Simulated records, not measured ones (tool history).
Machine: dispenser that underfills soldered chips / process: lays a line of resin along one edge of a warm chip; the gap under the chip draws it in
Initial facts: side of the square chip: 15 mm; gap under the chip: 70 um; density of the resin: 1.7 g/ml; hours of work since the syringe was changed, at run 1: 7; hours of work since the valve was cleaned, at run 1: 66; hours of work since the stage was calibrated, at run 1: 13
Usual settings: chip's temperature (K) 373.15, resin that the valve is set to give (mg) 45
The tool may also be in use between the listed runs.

run	hour	chip's temperature (K)	resin that the valve is set to give (mg)	hours of work since the syringe was changed	hours of work since the valve was cleaned	hours of work since the stage was calibrated	time until the resin shows at the far edge (s)	resin that the valve gave (mg)
1	0	373.15	45	7	66	13	337.1	43.4
# hour 2.1: new syringe of resin
2	8.6	373.15	45	5	73	19	297.6	43.06
# hour 12.5: new syringe of resin
3	14.1	373.15	44	1	77	23	218	42.36
# hour 16.6: dispensing valve cleaned and set on the balance
4	21.5	373.15	58.2	6	4	28	325.7	58.15
# hour 23.8: new syringe of resin
5	26.1	373.15	58.2	2	7	31	218.2	57.81
6	31.1	373.15	45	6	11	35	314.9	44.37
# hour 34.6: new syringe of resin
7	39	360.15	45	3	17	41	355	44.68
# hour 45: new syringe of resin
8	48	360.15	45	2	24	48	331.2	44.25
9	53.2	360.15	45	6	28	52	457.3	44.14
# hour 55.8: new syringe of resin
10	59.5	388.15	45	3	32	57	162.4	44.11
11	63.3	388.15	45	6	35	60	212.4	43.89
# hour 66.4: new syringe of resin
12	72.1	373.15	45	4	42	66	278.5	43.78
# hour 77.1: new syringe of resin
13	80.1	373.15	45	2	48	72	234.1	43.63
# hour 87.6: new syringe of resin
14	89.1	373.15	45	1	55	79	213.1	43.38
15	97	373.15	45	7	61	85	347	43.14
# hour 98.2: new syringe of resin
16	103.3	373.15	45	4	66	90	267.6	43.29
# hour 108.8: new syringe of resin
17	109.8	373.15	45	1	70	95	200	43.25
18	115.8	373.15	50.5	6	75	99	301.3	48.33
# hour 119.2: new syringe of resin
# hour 121.2: dispensing valve cleaned and set on the balance
19	124.5	363.15	43.8	3	3	105	333.5	44.01
# hour 130.8: new syringe of resin
20	131.2	365.15	52.3	0	8	110	229.7	52.1
21	134.9	365.15	52.3	3	10	113	296.5	52.2
22	138.7	365.15	52.3	6	13	116	392.9	51.9
# hour 141.5: new syringe of resin
23	143.3	378.15	38.6	1	17	119	185.1	38.36
24	148.8	388.15	40.9	6	21	123	210.3	40.49
# hour 151.8: new syringe of resin
25	156.4	386.15	58.4	4	27	129	181.1	57.67
26	160.5	386.15	58.4	7	30	132	239.2	57.48
# hour 162.2: new syringe of resin
27	169.1	379.15	40.6	5	36	139	260.4	39.66
# hour 172.6: new syringe of resin
28	173.9	379.15	40.6	1	40	142	177.3	39.82
29	181.3	379.15	40.6	7	46	148	291.1	39.65
# hour 183.3: new syringe of resin
30	188.4	373.15	48.4	4	51	153	257.5	46.86
# hour 193.6: new syringe of resin
31	193.9	373.15	51.6	0	55	157	186.9	50.37
32	199.7	378.15	50.7	5	59	162	246.7	49.06
# hour 204.2: new syringe of resin
33	206.2	382.15	47.6	2	64	167	171	45.87
34	212.1	375.15	49.4	6	69	171	304.7	47.73

Below, some changes in time until the resin shows at the far edge (s) between adjacent runs. For each, the amount present without the hidden state too (settings, incoming material, random variation) and the amount remaining for the hidden state with gauge scatter not shared by both compared results:
Hidden state present: resin's viscosity, % of fresh resin's; dose that the valve gives, % of what is set; true chip temperature over the reading, C; drift of the gauge itself on fill_s, %; drift of the gauge itself on given_mg, %.
Run 9 -> 10: chip's temperature (K) 360.15 -> 388.15, new syringe of resin. time until the resin shows at the far edge (s) -294.9: hidden state -157, all else -137.9.
Run 14 -> 15: nothing adjusted, nothing logged. time until the resin shows at the far edge (s) +133.9: hidden state +141, all else -7.1.
Run 22 -> 23: chip's temperature (K) 365.15 -> 378.15, resin that the valve is set to give (mg) 52.3 -> 38.6, new syringe of resin. time until the resin shows at the far edge (s) -207.8: hidden state -140.4, all else -67.4.
